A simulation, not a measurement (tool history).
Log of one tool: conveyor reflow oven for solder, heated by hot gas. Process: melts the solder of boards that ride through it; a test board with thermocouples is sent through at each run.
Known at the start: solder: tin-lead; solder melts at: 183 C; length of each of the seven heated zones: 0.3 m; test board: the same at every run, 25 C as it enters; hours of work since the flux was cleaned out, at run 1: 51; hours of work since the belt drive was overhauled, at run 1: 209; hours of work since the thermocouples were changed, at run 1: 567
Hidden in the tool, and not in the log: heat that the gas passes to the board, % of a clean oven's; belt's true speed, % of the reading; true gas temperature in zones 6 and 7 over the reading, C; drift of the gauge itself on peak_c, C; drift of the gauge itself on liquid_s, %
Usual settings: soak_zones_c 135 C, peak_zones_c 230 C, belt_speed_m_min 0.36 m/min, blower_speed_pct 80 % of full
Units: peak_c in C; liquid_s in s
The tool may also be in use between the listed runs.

| run | hour | soak_zones_c | peak_zones_c | belt_speed_m_min | blower_speed_pct | hours of work since the flux was cleaned out | hours of work since the belt drive was overhauled | hours of work since the thermocouples were changed | peak_c | liquid_s |
|---|---|---|---|---|---|---|---|---|---|---|
| 1 | 0 | 135 | 230 | 0.36 | 80 | 51 | 209 | 567 | 215.6 | 72.2 |
| 2 | 15.1 | 135 | 230 | 0.36 | 80 | 58 | 215 | 574 | 215.2 | 72.5 |
| 3 | 30.8 | 135 | 230 | 0.36 | 81 | 64 | 222 | 581 | 215.6 | 72.6 |
| 4 | 43.1 | 135 | 230 | 0.36 | 81 | 70 | 228 | 586 | 215.6 | 72.4 |
| 5 | 54.9 | 135 | 230 | 0.36 | 80 | 75 | 233 | 591 | 215.4 | 72.2 |
| 6 | 68.8 | 135 | 240 | 0.36 | 80 | 81 | 239 | 598 | 224.3 | 79.9 |
|  | 71.8 | thermocouples of zones 6 and 7 changed |
| 7 | 87 | 135 | 240 | 0.36 | 80 | 88 | 246 | 7 | 224.1 | 80.3 |
| 8 | 101.6 | 135 | 240 | 0.36 | 80 | 95 | 253 | 13 | 224.1 | 80.2 |
| 9 | 118.1 | 135 | 230 | 0.36 | 66 | 102 | 260 | 20 | 213.3 | 69.4 |
| 10 | 128.1 | 128 | 230 | 0.36 | 66 | 107 | 264 | 25 | 212.2 | 64.8 |
| 11 | 136.5 | 135 | 230 | 0.426 | 61 | 110 | 268 | 29 | 206.5 | 49.3 |
| 12 | 144 | 124 | 230 | 0.36 | 52 | 114 | 271 | 32 | 208.5 | 57.7 |
| 13 | 156.3 | 147 | 230 | 0.36 | 56 | 119 | 277 | 37 | 214 | 75.5 |
| 14 | 168.1 | 135 | 230 | 0.36 | 82 | 124 | 282 | 42 | 215.6 | 72.6 |
| 15 | 183.7 | 134 | 222 | 0.36 | 82 | 131 | 289 | 49 | 208.7 | 64.6 |
| 16 | 194.4 | 137 | 230 | 0.36 | 78 | 136 | 294 | 54 | 215.7 | 73.1 |

The next listed run, before its measurement:
| 17 | 203.2 | 139 | 220 | 0.326 | 58 | 140 | 297 | 58 | ? | ? |

{"run 17": {"peak_c": 207, "liquid_s": 70.7}}
Without the tool's hidden state the same run would have given peak_c 207 C, liquid_s 70.7 s.
